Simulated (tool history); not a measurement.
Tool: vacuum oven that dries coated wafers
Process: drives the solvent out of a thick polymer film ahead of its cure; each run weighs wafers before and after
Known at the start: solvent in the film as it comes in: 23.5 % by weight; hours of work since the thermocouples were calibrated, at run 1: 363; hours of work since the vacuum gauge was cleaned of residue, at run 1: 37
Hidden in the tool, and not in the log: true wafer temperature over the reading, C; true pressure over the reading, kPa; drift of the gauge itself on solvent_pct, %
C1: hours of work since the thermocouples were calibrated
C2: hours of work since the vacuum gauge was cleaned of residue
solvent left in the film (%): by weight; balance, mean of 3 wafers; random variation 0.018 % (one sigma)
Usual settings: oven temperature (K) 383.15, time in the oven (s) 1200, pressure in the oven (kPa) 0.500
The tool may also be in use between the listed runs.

{"run": 1, "hour": 0.0, "oven temperature (K)": 383.15, "time in the oven (s)": 1200, "pressure in the oven (kPa)": 0.5, "C1": 363, "C2": 37, "solvent left in the film (%)": 3.01}
{"run": 2, "hour": 11.2, "oven temperature (K)": 390.15, "time in the oven (s)": 1200, "pressure in the oven (kPa)": 0.5, "C1": 369, "C2": 44, "solvent left in the film (%)": 1.72}
{"run": 3, "hour": 21.2, "oven temperature (K)": 376.15, "time in the oven (s)": 1200, "pressure in the oven (kPa)": 0.5, "C1": 375, "C2": 49, "solvent left in the film (%)": 4.81}
{"run": 4, "hour": 36.5, "oven temperature (K)": 383.15, "time in the oven (s)": 1800, "pressure in the oven (kPa)": 0.5, "C1": 383, "C2": 58, "solvent left in the film (%)": 1.38}
{"run": 5, "hour": 47.3, "oven temperature (K)": 383.15, "time in the oven (s)": 1800, "pressure in the oven (kPa)": 0.5, "C1": 389, "C2": 64, "solvent left in the film (%)": 1.4}
{"run": 6, "hour": 62.4, "oven temperature (K)": 383.15, "time in the oven (s)": 1200, "pressure in the oven (kPa)": 0.62, "C1": 398, "C2": 72, "solvent left in the film (%)": 3.1}
{"run": 7, "hour": 70.5, "oven temperature (K)": 383.15, "time in the oven (s)": 780, "pressure in the oven (kPa)": 0.5, "C1": 402, "C2": 77, "solvent left in the film (%)": 5.69}
{"run": 8, "hour": 83.1, "oven temperature (K)": 372.15, "time in the oven (s)": 1200, "pressure in the oven (kPa)": 0.5, "C1": 410, "C2": 84, "solvent left in the film (%)": 5.92}
{"run": 9, "hour": 90.0, "oven temperature (K)": 372.15, "time in the oven (s)": 1200, "pressure in the oven (kPa)": 0.5, "C1": 414, "C2": 88, "solvent left in the film (%)": 5.91}
{"run": 10, "hour": 97.3, "oven temperature (K)": 372.15, "time in the oven (s)": 1200, "pressure in the oven (kPa)": 0.5, "C1": 418, "C2": 92, "solvent left in the film (%)": 6.0}
{"run": 11, "hour": 106.7, "oven temperature (K)": 383.15, "time in the oven (s)": 1200, "pressure in the oven (kPa)": 0.5, "C1": 423, "C2": 98, "solvent left in the film (%)": 3.04}
{"run": 12, "hour": 113.2, "oven temperature (K)": 383.15, "time in the oven (s)": 1200, "pressure in the oven (kPa)": 1.954, "C1": 427, "C2": 101, "solvent left in the film (%)": 3.96}
{"run": 13, "hour": 121.7, "oven temperature (K)": 383.15, "time in the oven (s)": 1200, "pressure in the oven (kPa)": 1.954, "C1": 431, "C2": 106, "solvent left in the film (%)": 3.96}
{"run": 14, "hour": 128.7, "oven temperature (K)": 383.15, "time in the oven (s)": 1200, "pressure in the oven (kPa)": 1.954, "C1": 435, "C2": 110, "solvent left in the film (%)": 3.96}
{"run": 15, "hour": 136.2, "oven temperature (K)": 383.15, "time in the oven (s)": 1200, "pressure in the oven (kPa)": 0.5, "C1": 440, "C2": 114, "solvent left in the film (%)": 3.07}
{"run": 16, "hour": 143.5, "oven temperature (K)": 383.15, "time in the oven (s)": 1200, "pressure in the oven (kPa)": 0.5, "C1": 444, "C2": 118, "solvent left in the film (%)": 3.07}
{"run": 17, "hour": 154.4, "oven temperature (K)": 383.15, "time in the oven (s)": 1200, "pressure in the oven (kPa)": 0.5, "C1": 450, "C2": 125, "solvent left in the film (%)": 3.05}
{"run": 18, "hour": 163.1, "oven temperature (K)": 383.15, "time in the oven (s)": 1200, "pressure in the oven (kPa)": 0.5, "C1": 455, "C2": 129, "solvent left in the film (%)": 3.04}
{"run": 19, "hour": 173.8, "oven temperature (K)": 383.15, "time in the oven (s)": 2100, "pressure in the oven (kPa)": 0.5, "C1": 461, "C2": 136, "solvent left in the film (%)": 0.99}
{"run": 20, "hour": 185.1, "oven temperature (K)": 383.15, "time in the oven (s)": 2100, "pressure in the oven (kPa)": 1.496, "C1": 467, "C2": 142, "solvent left in the film (%)": 1.71}
{"run": 21, "hour": 195.1, "oven temperature (K)": 383.15, "time in the oven (s)": 2100, "pressure in the oven (kPa)": 1.496, "C1": 473, "C2": 148, "solvent left in the film (%)": 1.73}
{"run": 22, "hour": 210.1, "oven temperature (K)": 383.15, "time in the oven (s)": 1200, "pressure in the oven (kPa)": 0.464, "C1": 482, "C2": 156, "solvent left in the film (%)": 3.03}
{"run": 23, "hour": 220.7, "oven temperature (K)": 383.15, "time in the oven (s)": 1200, "pressure in the oven (kPa)": 0.464, "C1": 488, "C2": 162, "solvent left in the film (%)": 3.07}
{"run": 24, "hour": 236.1, "oven temperature (K)": 388.15, "time in the oven (s)": 1200, "pressure in the oven (kPa)": 0.274, "C1": 496, "C2": 171, "solvent left in the film (%)": 1.96}
{"run": 25, "hour": 243.3, "oven temperature (K)": 384.15, "time in the oven (s)": 1200, "pressure in the oven (kPa)": 0.829, "C1": 500, "C2": 175, "solvent left in the film (%)": 3.06}
{"run": 26, "hour": 255.0, "oven temperature (K)": 375.15, "time in the oven (s)": 2160, "pressure in the oven (kPa)": 1.11, "C1": 507, "C2": 182, "solvent left in the film (%)": 2.55}
{"run": 27, "hour": 262.9, "oven temperature (K)": 375.15, "time in the oven (s)": 2160, "pressure in the oven (kPa)": 1.11, "C1": 511, "C2": 186, "solvent left in the film (%)": 2.54}
{"run": 28, "hour": 277.8, "oven temperature (K)": 394.15, "time in the oven (s)": 840, "pressure in the oven (kPa)": 1.09, "C1": 520, "C2": 194, "solvent left in the film (%)": 2.89}
{"run": 29, "hour": 289.8, "oven temperature (K)": 394.15, "time in the oven (s)": 660, "pressure in the oven (kPa)": 1.09, "C1": 527, "C2": 201, "solvent left in the film (%)": 4.18}
{"run": 30, "hour": 296.5, "oven temperature (K)": 394.15, "time in the oven (s)": 660, "pressure in the oven (kPa)": 1.09, "C1": 530, "C2": 205, "solvent left in the film (%)": 4.18}
{"run": 31, "hour": 309.9, "oven temperature (K)": 372.15, "time in the oven (s)": 2040, "pressure in the oven (kPa)": 1.897, "C1": 538, "C2": 213, "solvent left in the film (%)": 4.21}
{"run": 32, "hour": 324.3, "oven temperature (K)": 383.15, "time in the oven (s)": 1560, "pressure in the oven (kPa)": 1.967, "C1": 546, "C2": 221, "solvent left in the film (%)": 2.91}
{"run": 33, "hour": 332.6, "oven temperature (K)": 383.15, "time in the oven (s)": 1560, "pressure in the oven (kPa)": 1.967, "C1": 551, "C2": 225, "solvent left in the film (%)": 2.89}
{"run": 34, "hour": 345.7, "oven temperature (K)": 383.15, "time in the oven (s)": 1560, "pressure in the oven (kPa)": 1.967, "C1": 558, "C2": 233, "solvent left in the film (%)": 2.92}
{"run": 35, "hour": 357.0, "oven temperature (K)": 388.15, "time in the oven (s)": 1020, "pressure in the oven (kPa)": 0.5, "C1": 565, "C2": 239, "solvent left in the film (%)": 2.9}
{"run": 36, "hour": 364.7, "oven temperature (K)": 383.15, "time in the oven (s)": 780, "pressure in the oven (kPa)": 0.5, "C1": 569, "C2": 244, "solvent left in the film (%)": 5.75}
{"run": 37, "hour": 375.8, "oven temperature (K)": 383.15, "time in the oven (s)": 780, "pressure in the oven (kPa)": 0.5, "C1": 575, "C2": 250, "solvent left in the film (%)": 5.75}
{"run": 38, "hour": 391.6, "oven temperature (K)": 374.15, "time in the oven (s)": 780, "pressure in the oven (kPa)": 0.455, "C1": 584, "C2": 259, "solvent left in the film (%)": 8.33}
{"run": 39, "hour": 404.3, "oven temperature (K)": 375.15, "time in the oven (s)": 1020, "pressure in the oven (kPa)": 0.909, "C1": 591, "C2": 266, "solvent left in the film (%)": 6.5}
{"run": 40, "hour": 416.8, "oven temperature (K)": 388.15, "time in the oven (s)": 960, "pressure in the oven (kPa)": 1.424, "C1": 598, "C2": 273, "solvent left in the film (%)": 3.68}
{"run": 41, "hour": 425.2, "oven temperature (K)": 380.15, "time in the oven (s)": 1200, "pressure in the oven (kPa)": 0.5, "C1": 603, "C2": 278, "solvent left in the film (%)": 3.8}

The same runs without the tool's hidden state, with the same run-to-run variation:
run=1 solvent_left_in_the_film_(%)=2.97
run=2 solvent_left_in_the_film_(%)=1.69
run=3 solvent_left_in_the_film_(%)=4.76
run=4 solvent_left_in_the_film_(%)=1.35
run=5 solvent_left_in_the_film_(%)=1.37
run=6 solvent_left_in_the_film_(%)=3.06
run=7 solvent_left_in_the_film_(%)=5.63
run=8 solvent_left_in_the_film_(%)=5.86
run=9 solvent_left_in_the_film_(%)=5.84
run=10 solvent_left_in_the_film_(%)=5.93
run=11 solvent_left_in_the_film_(%)=2.98
run=12 solvent_left_in_the_film_(%)=3.90
run=13 solvent_left_in_the_film_(%)=3.90
run=14 solvent_left_in_the_film_(%)=3.90
run=15 solvent_left_in_the_film_(%)=3.01
run=16 solvent_left_in_the_film_(%)=3.01
run=17 solvent_left_in_the_film_(%)=2.99
run=18 solvent_left_in_the_film_(%)=2.98
run=19 solvent_left_in_the_film_(%)=0.95
run=20 solvent_left_in_the_film_(%)=1.67
run=21 solvent_left_in_the_film_(%)=1.69
run=22 solvent_left_in_the_film_(%)=2.96
run=23 solvent_left_in_the_film_(%)=2.99
run=24 solvent_left_in_the_film_(%)=1.90
run=25 solvent_left_in_the_film_(%)=2.98
run=26 solvent_left_in_the_film_(%)=2.48
run=27 solvent_left_in_the_film_(%)=2.47
run=28 solvent_left_in_the_film_(%)=2.82
run=29 solvent_left_in_the_film_(%)=4.09
run=30 solvent_left_in_the_film_(%)=4.09
run=31 solvent_left_in_the_film_(%)=4.10
run=32 solvent_left_in_the_film_(%)=2.82
run=33 solvent_left_in_the_film_(%)=2.80
run=34 solvent_left_in_the_film_(%)=2.84
run=35 solvent_left_in_the_film_(%)=2.81
run=36 solvent_left_in_the_film_(%)=5.63
run=37 solvent_left_in_the_film_(%)=5.62
run=38 solvent_left_in_the_film_(%)=8.20
run=39 solvent_left_in_the_film_(%)=6.36
run=40 solvent_left_in_the_film_(%)=3.57
run=41 solvent_left_in_the_film_(%)=3.68

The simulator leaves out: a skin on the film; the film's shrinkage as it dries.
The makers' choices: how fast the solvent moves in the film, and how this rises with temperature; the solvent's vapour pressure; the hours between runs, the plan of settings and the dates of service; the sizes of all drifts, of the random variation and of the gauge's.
